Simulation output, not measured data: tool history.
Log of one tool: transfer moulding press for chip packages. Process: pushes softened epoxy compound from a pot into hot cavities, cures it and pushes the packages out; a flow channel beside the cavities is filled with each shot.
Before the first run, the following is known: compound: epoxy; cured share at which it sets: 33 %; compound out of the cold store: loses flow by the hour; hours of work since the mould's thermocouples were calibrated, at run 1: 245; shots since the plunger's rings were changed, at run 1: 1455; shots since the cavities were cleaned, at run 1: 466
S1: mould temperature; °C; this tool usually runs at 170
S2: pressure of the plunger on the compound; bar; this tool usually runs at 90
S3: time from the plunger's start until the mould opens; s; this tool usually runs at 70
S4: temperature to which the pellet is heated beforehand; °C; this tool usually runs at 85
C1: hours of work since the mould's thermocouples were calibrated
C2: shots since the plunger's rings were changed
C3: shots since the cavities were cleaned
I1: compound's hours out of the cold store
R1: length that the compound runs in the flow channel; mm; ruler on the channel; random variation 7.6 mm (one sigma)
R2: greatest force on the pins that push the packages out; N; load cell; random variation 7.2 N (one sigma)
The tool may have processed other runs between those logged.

run,hour,S1,S2,S3,S4,C1,C2,C3,I1,R1,R2
1,0,170,90,70,85,245,1455,466,35.6,763,381
2,9.2,170,90,70,85,252,1612,623,41.3,727,411
# hour 13.3: cavities cleaned with cleaning compound and waxed
3,20.7,170,90,58,85,260,1783,127,43.8,722,428
4,30.9,170,91.8,58,85,268,1958,302,36.9,754,469
5,39.4,170,91.8,58,85,275,2104,448,18.4,823,546
6,50.9,170,83.1,70,85,283,2300,644,36.2,706,397
# hour 53.5: cavities cleaned with cleaning compound and waxed
7,65.5,170,83.1,70,85,294,2524,205,26.9,743,348
8,71.2,169,83.1,70,85,298,2623,304,35.5,705,387
9,80.7,169,83.1,70,85,305,2785,466,13.8,798,406
# hour 94.2: cavities cleaned with cleaning compound and waxed
10,94.9,165,90,70,85,315,3002,11,17.2,818,390
11,102.7,165,90,70,85,321,3136,145,27,772,425
12,115.6,170,90,75,85,331,3357,366,14.4,820,353
13,128.7,170,90,75,85,342,3581,590,45.5,680,370
# hour 134.7: cavities cleaned with cleaning compound and waxed
14,139.6,170,90,75,85,349,3742,84,26.3,755,284
15,152.5,170,90,70,87,359,3963,305,46.9,672,364
16,163.7,170,90,58,77,368,4154,496,18.2,782,569
# hour 175.7: cavities cleaned with cleaning compound and waxed
17,178,170,90,58,77,378,4373,38,25.2,753,423
18,185,176,90,85,77,383,4494,159,35.6,703,291
# hour 196.9: mould's thermocouples calibrated
19,197.4,176,90,85,77,0,4672,337,23.8,737,321
20,211,163,103.3,70,77,11,4905,570,10.9,879,654
# hour 218.6: cavities cleaned with cleaning compound and waxed
21,222.5,174,103.3,70,77,19,5076,66,31.3,754,270
22,229.8,170,109.7,93,91,24,5200,190,34.4,775,290
23,240.2,170,109.7,93,91,33,5379,369,11.7,856,324
24,248.7,170,109.7,59,91,39,5524,514,32.4,776,507
# hour 259: cavities cleaned with cleaning compound and waxed
25,260.5,170,109.7,59,91,47,5702,27,28.1,793,386
26,270,170,109.7,59,91,55,5864,189,25.9,803,441
27,280.5,176,109.7,59,91,63,6044,369,21.4,803,368
# hour 292.9: plunger's sealing rings changed
28,296.5,170,100,105,85,73,61,599,22.3,882,358
# hour 301.7: cavities cleaned with cleaning compound and waxed
29,306.2,170,100,105,85,80,202,77,38.7,823,273

Predict each of these 3 candidate next runs independently; none follows another, all start after run 29:
A,315.8,170,90,55,85,87,367,242,31,?,?
B,315.8,162,100,68,92,87,367,242,31.2,?,?
C,315.8,174,86.2,63,85,87,367,242,16.8,?,?

run,R1,R2
A,809,542
B,870,560
C,825,358
Take away the tool's hidden state, keep each run's random variation, and the runs would have read:
run,R1,R2
A,817,448
B,879,462
C,833,294
